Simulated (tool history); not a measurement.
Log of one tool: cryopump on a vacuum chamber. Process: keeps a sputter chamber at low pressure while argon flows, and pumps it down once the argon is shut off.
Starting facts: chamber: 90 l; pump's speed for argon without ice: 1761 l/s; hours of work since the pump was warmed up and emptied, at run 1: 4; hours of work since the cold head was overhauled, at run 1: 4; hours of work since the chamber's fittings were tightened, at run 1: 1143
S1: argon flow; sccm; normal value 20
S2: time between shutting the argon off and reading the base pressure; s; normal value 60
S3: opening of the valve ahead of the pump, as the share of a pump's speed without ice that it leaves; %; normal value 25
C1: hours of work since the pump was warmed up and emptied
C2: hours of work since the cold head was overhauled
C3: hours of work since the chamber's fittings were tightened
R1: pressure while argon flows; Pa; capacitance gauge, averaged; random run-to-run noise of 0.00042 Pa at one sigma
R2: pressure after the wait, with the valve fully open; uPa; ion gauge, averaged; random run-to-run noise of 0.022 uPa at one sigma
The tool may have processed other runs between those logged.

run 1 hour=0.0 | S1=20 S2=60 S3=25 | C1=4 C2=4 C3=1143 | R1=0.0770 R2=2.69
run 2 hour=8.8 | S1=20 S2=39 S3=25 | C1=10 C2=10 C3=1149 | R1=0.0776 R2=3.02
run 3 hour=19.8 | S1=20 S2=60 S3=25 | C1=17 C2=17 C3=1156 | R1=0.0773 R2=2.64
run 4 hour=27.8 | S1=26 S2=60 S3=25 | C1=22 C2=22 C3=1162 | R1=0.1002 R2=2.63
run 5 hour=38.7 | S1=26 S2=60 S3=25 | C1=30 C2=30 C3=1169 | R1=0.0994 R2=2.69
run 6 hour=49.4 | S1=26 S2=60 S3=25 | C1=37 C2=37 C3=1176 | R1=0.1000 R2=2.77
run 7 hour=62.9 | S1=26 S2=60 S3=25 | C1=46 C2=46 C3=1186 | R1=0.1005 R2=2.78
run 8 hour=69.9 | S1=26 S2=60 S3=32 | C1=51 C2=51 C3=1190 | R1=0.0785 R2=2.75
run 9 hour=76.1 | S1=20 S2=60 S3=25 | C1=55 C2=55 C3=1195 | R1=0.0764 R2=2.76
run 10 hour=85.1 | S1=20 S2=60 S3=25 | C1=61 C2=61 C3=1201 | R1=0.0771 R2=2.77
run 11 hour=99.5 | S1=20 S2=60 S3=25 | C1=71 C2=71 C3=1210 | R1=0.0774 R2=2.76
run 12 hour=106.8 | S1=20 S2=60 S3=25 | C1=76 C2=76 C3=1215 | R1=0.0768 R2=2.81
run 13 hour=113.7 | S1=20 S2=21 S3=25 | C1=80 C2=80 C3=1220 | R1=0.0773 R2=3.81
run 14 hour=125.5 | S1=20 S2=28 S3=25 | C1=88 C2=88 C3=1228 | R1=0.0767 R2=3.37
run 15 hour=137.4 | S1=20 S2=28 S3=25 | C1=96 C2=96 C3=1236 | R1=0.0774 R2=3.60
run 16 hour=151.1 | S1=33 S2=28 S3=25 | C1=106 C2=106 C3=1245 | R1=0.1282 R2=3.41
run 17 hour=159.1 | S1=33 S2=28 S3=25 | C1=111 C2=111 C3=1251 | R1=0.1276 R2=3.46
run 18 hour=171.3 | S1=33 S2=28 S3=50 | C1=119 C2=119 C3=1259 | R1=0.0645 R2=3.50
run 19 hour=178.5 | S1=8 S2=110 S3=31 | C1=124 C2=124 C3=1264 | R1=0.0255 R2=2.75
run 20 hour=189.2 | S1=20 S2=60 S3=28 | C1=131 C2=131 C3=1271 | R1=0.0696 R2=3.02
-- hour=197.4 leaking fittings of the chamber tightened, without venting
run 21 hour=200.2 | S1=30 S2=30 S3=28 | C1=137 C2=137 C3=2 | R1=0.1032 R2=1.19
run 22 hour=207.9 | S1=30 S2=30 S3=25 | C1=143 C2=143 C3=7 | R1=0.1165 R2=1.17
run 23 hour=217.4 | S1=28 S2=60 S3=44 | C1=149 C2=149 C3=13 | R1=0.0615 R2=0.71
run 24 hour=229.9 | S1=30 S2=115 S3=25 | C1=157 C2=157 C3=22 | R1=0.1165 R2=0.47
run 25 hour=237.2 | S1=22 S2=60 S3=25 | C1=162 C2=162 C3=27 | R1=0.0851 R2=0.73
run 26 hour=244.1 | S1=17 S2=60 S3=18 | C1=167 C2=167 C3=32 | R1=0.0912 R2=0.70
run 27 hour=253.5 | S1=20 S2=290 S3=43 | C1=173 C2=173 C3=38 | R1=0.0447 R2=0.33
run 28 hour=262.8 | S1=20 S2=282 S3=50 | C1=180 C2=180 C3=44 | R1=0.0394 R2=0.37
run 29 hour=275.3 | S1=14 S2=21 S3=50 | C1=188 C2=188 C3=53 | R1=0.0277 R2=1.72
run 30 hour=288.7 | S1=9 S2=23 S3=60 | C1=197 C2=197 C3=62 | R1=0.0153 R2=1.62
run 31 hour=295.3 | S1=20 S2=214 S3=49 | C1=202 C2=202 C3=66 | R1=0.0396 R2=0.46
run 32 hour=302.9 | S1=23 S2=60 S3=21 | C1=207 C2=207 C3=71 | R1=0.1056 R2=0.81
run 33 hour=312.8 | S1=23 S2=60 S3=21 | C1=213 C2=213 C3=78 | R1=0.1056 R2=0.83
run 34 hour=323.3 | S1=24 S2=37 S3=50 | C1=221 C2=221 C3=85 | R1=0.0479 R2=1.15
run 35 hour=331.6 | S1=24 S2=243 S3=27 | C1=226 C2=226 C3=91 | R1=0.0859 R2=0.48

For some of the steps in R1 from one run to the next: how much would appear even if the tool had no hidden state, given the settings, what came in and random variation, and how much remains for the hidden state plus any gauge scatter that the measured result and the result without hidden state don't share?
Unlogged tool condition in this case: pump's speed, % of a pump's without ice; cold plate's temperature, K; leak into the chamber, uPa l/s; drift of the gauge itself on working_pa, %; drift of the gauge itself on base_upa, %.
Run 15 -> 16: S1 20 -> 33. R1 +0.0508 Pa: hidden state +0.0004, all else +0.0504.
Run 17 -> 18: S3 25 -> 50. R1 -0.0631 Pa: hidden state +0.0001, all else -0.0632.
Run 18 -> 19: S1 33 -> 8, S2 28 -> 110, S3 50 -> 31. R1 -0.0390 Pa: hidden state -0.0008, all else -0.0382.
Run 30 -> 31: S1 9 -> 20, S2 23 -> 214, S3 60 -> 49. R1 +0.0243 Pa: hidden state +0.0005, all else +0.0238.
Run 31 -> 32: S1 20 -> 23, S2 214 -> 60, S3 49 -> 21. R1 +0.0660 Pa: hidden state +0.0002, all else +0.0658.
Run 33 -> 34: S1 23 -> 24, S2 60 -> 37, S3 21 -> 50. R1 -0.0577 Pa: hidden state +0.0000, all else -0.0577.
